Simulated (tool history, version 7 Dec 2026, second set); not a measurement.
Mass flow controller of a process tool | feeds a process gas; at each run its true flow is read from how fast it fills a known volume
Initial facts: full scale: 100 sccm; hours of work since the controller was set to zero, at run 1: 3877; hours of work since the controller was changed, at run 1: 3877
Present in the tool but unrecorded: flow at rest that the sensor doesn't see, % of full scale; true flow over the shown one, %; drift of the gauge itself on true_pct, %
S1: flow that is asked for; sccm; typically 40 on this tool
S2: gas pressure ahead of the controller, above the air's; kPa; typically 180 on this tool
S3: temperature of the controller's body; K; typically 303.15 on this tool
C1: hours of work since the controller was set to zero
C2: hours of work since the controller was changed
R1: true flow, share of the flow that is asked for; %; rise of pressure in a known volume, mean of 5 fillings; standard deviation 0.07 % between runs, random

run    hour  S1   S2      S3    C1    C2      R1
  1       0  40  180  303.15  3877  3877   98.75
  2    37.3  77  180  303.15  3906  3906   99.58
  3      89  77  180  303.15  3946  3946    99.5
  4   164.8  86  180  303.15  4005  4005    99.7
  5   243.1  86  180  303.15  4065  4065   99.71
  6   302.7  86  279  303.15  4111  4111  100.33
  7   338.5  44  279  303.15  4139  4139   99.21
  8   399.9  44  279  303.15  4186  4186   99.17
  9   470.8  44  215  303.15  4241  4241   98.88
 10   519.4  44  215  303.15  4279  4279   98.93
 11   583.6  44  215  303.15  4329  4329   98.86
 12     658  25  180  303.15  4386  4386   98.24
 13   697.4  25  180  303.15  4417  4417   98.15
 14   743.9  25  180  303.15  4453  4453   98.16
 15   788.1  16  180  303.15  4487  4487   98.04
 16   822.3  40  185  303.15  4513  4513   98.86
 17   875.4  40  185  303.15  4554  4554   98.64
 18   947.3  40  185  303.15  4610  4610   98.66
 19   997.8  40  185  303.15  4649  4649   98.63
 20  1053.9  40  185  303.15  4692  4692   98.74
 21  1110.2  40  185  303.15  4736  4736   98.72
 22  1146.8  40  185  303.15  4764  4764   98.72
 23    1215  40  180  303.15  4817  4817   98.83
 24  1279.9  40  180  302.15  4867  4867   98.61
 25  1329.7  40  180  302.15  4906  4906   98.72
 26  1388.8  40  180  302.15  4952  4952   98.49
 27  1423.2  40  238  303.15  4978  4978   98.86
 28  1492.7  40  238  303.15  5032  5032   98.89
 29  1553.6  40  151  296.15  5079  5079   98.18
 30  1614.1  40  151  296.15  5126  5126   98.09
 31  1689.4  17  269  305.15  5184  5184   98.58
       1716  -- controller exchanged for a calibrated one
 32  1738.7  17  269  305.15    18    18   98.62
 33  1772.8  17  269  305.15    44    44   98.65
 34  1851.9  11  273  305.15   105   105   98.41
 35  1920.7  15  266  305.15   158   158   98.51
 36  1983.5  87  180  307.15   207   207  100.02
 37  2016.3  87  180  307.15   232   232   99.94
 38  2064.7  64  180  305.15   270   270   99.42
 39  2102.7  40  263  311.15   299   299   99.51
 40  2138.6  40  263  311.15   327   327   99.41
 41  2170.9  14  149  303.15   352   352    97.7
 42  2210.7  14  149  303.15   383   383   97.83
 43  2264.2  14  149  303.15   424   424   97.84
 44  2303.8  26  223  308.15   455   455   98.71
 45  2344.8  26  223  308.15   487   487   98.77
 46  2406.7  44  223  308.15   534   534   99.18
 47    2471  44  223  296.15   584   584   98.61
 48    2512  25  186  295.15   616   616   97.91
 49  2586.7  40  189  303.15   674   674   98.78
 50  2645.2  45  251  309.15   719   719   99.44

Alternative continuations, all from the tool just after run 50; predict every row:
  A  2687.5  25  217  300.15  752  752   ?
  B  2687.5  45  178  305.15  752  752   ?
  C  2687.5  60  194  297.15  752  752   ?

run     R1
  A  98.48
  B  98.77
  C  98.93
Stripped of hidden state, with their random variation kept, the same runs would have yielded:
run     R1
  A  98.49
  B  98.78
  C  98.93
